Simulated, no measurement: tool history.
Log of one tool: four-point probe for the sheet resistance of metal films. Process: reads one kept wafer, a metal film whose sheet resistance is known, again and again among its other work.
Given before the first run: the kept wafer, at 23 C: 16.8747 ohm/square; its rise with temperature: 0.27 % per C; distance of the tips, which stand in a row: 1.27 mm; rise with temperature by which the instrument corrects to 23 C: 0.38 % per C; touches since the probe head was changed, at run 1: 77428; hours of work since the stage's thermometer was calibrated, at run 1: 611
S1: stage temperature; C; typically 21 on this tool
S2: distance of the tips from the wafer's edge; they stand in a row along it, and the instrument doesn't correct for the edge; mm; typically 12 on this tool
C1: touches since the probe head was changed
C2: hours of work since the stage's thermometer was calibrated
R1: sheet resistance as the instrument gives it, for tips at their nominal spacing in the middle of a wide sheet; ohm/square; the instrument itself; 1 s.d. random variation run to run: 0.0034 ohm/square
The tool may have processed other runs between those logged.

run,hour,S1,S2,C1,C2,R1
1,0.0,21,12,77428,611,17.014343
2,16.8,21,12,78311,623,17.018836
3,38.5,21,12,79449,638,17.018348
4,64.4,21,66,80806,656,16.908707
5,86.2,21,66,81951,672,16.921963
6,102.2,21,49,82786,683,16.918833
7,117.1,29,12,83567,693,16.870134
# hour 120.2: stage's thermometer calibrated
8,132.3,28,12,84339,9,16.878979
9,150.6,19,9,85300,22,17.122936
10,179.1,29,12,86791,42,16.862297

Run 11 has not been measured yet. What should we expect?
11,204.3,29,12,88117,60,?

R1: 16.863199 ohm/square
Without the tool's hidden state the same run would have given R1 16.870088 ohm/square.
